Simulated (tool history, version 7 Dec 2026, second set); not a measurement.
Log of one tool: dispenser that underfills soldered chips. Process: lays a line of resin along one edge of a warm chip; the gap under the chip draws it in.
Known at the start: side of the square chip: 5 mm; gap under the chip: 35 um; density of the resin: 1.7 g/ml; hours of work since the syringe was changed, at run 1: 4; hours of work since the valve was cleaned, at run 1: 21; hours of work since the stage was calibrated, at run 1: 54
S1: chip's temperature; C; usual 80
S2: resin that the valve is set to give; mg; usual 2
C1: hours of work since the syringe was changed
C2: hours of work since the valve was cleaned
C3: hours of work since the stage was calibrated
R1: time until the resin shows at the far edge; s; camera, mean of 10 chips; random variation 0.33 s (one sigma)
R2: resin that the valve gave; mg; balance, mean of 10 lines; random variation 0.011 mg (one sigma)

run	hour	S1	S2	C1	C2	C3	R1	R2
1	0	80	2	4	21	54	16.2	1.98
# hour 2.8: new syringe of resin
2	5	80	2	1	24	57	14.2	1.97
3	9.7	80	2	4	27	60	16.6	1.94
# hour 12.3: new syringe of resin
4	13.8	80	2	1	29	62	14.7	1.97
5	20.1	80	2	5	33	66	17.4	1.97
# hour 21.9: new syringe of resin
6	26.2	80	2.24	3	37	70	14.9	2.19
7	28.9	80	2	4	38	71	15.8	1.95
# hour 31.5: new syringe of resin
8	35.2	80	2	2	42	75	14.9	1.94
# hour 38.2: dispensing valve cleaned and set on the balance
9	40.7	80	2	5	2	78	17.4	1.99
# hour 41.8: new syringe of resin
10	45.1	80	2	2	4	80	14.9	2.02
11	49	80	2.3	4	7	83	15.8	2.29
# hour 51.5: new syringe of resin
12	52	80	2.3	0	8	85	13.5	2.29
13	57.3	77	2	4	11	88	17.5	1.98
# hour 60.9: new syringe of resin
14	60.9	77	2	0	14	90	14.7	1.96
15	64.8	77	2.18	2	16	92	16.5	2.18
16	69.3	77	2.18	5	19	95	19.2	2.13
# hour 70.7: new syringe of resin
17	73.2	80	2.12	2	21	97	14.4	2.09
18	78	80	2.12	5	24	100	16.8	2.07
# hour 80: new syringe of resin
19	82.7	74	2.31	2	27	103	17.8	2.26
20	88.1	72	2.27	5	30	106	22.2	2.22
# hour 89.4: new syringe of resin
21	92.4	81	1.72	2	33	109	15.7	1.67
22	96.6	81	1.72	4	35	111	16.9	1.67
# hour 98.7: new syringe of resin
23	100.4	81	1.72	1	37	114	14.4	1.66
24	103.9	81	1.72	3	40	116	15.7	1.67
# hour 108.1: new syringe of resin
# hour 111: dispensing valve cleaned and set on the balance
25	111.1	93	1.72	1	0	120	10	1.73
26	116.6	76	2.51	5	4	123	18.8	2.51
# hour 118.8: new syringe of resin
27	120.5	95	2.05	1	6	125	8.4	2.05
28	123.1	91	1.9	3	7	127	10.4	1.91
# hour 128.4: new syringe of resin
29	129	77	2.6	0	11	130	15.2	2.6
30	134.7	77	2.6	4	14	134	16.7	2.58
# hour 137.7: new syringe of resin
31	139.1	82	2	1	17	136	13.3	1.99
32	143.9	80	1.99	4	20	139	16.7	1.98
# hour 147.2: new syringe of resin
33	148	93	1.87	0	22	142	9.6	1.85
34	152.2	84	1.79	3	25	144	14.1	1.78
# hour 156.7: new syringe of resin
35	157.3	84	1.79	0	28	147	12.1	1.74
36	162.6	84	1.79	4	31	151	14	1.75

Forecast each of these 3 alternatives for the next run:
# hour 166.3: new syringe of resin
A	166.8	80	2.18	0	34	153	?	?
# hour 166.3: new syringe of resin
B	166.8	66	2	0	34	153	?	?
# hour 166.3: new syringe of resin
C	166.8	80	2.44	0	34	153	?	?

run	R1	R2
A	12.9	2.12
B	23	1.94
C	13.7	2.39
Without the tool's hidden state the same runs would have given:
run	R1	R2
A	12.6	2.17
B	22.4	1.99
C	13.4	2.45
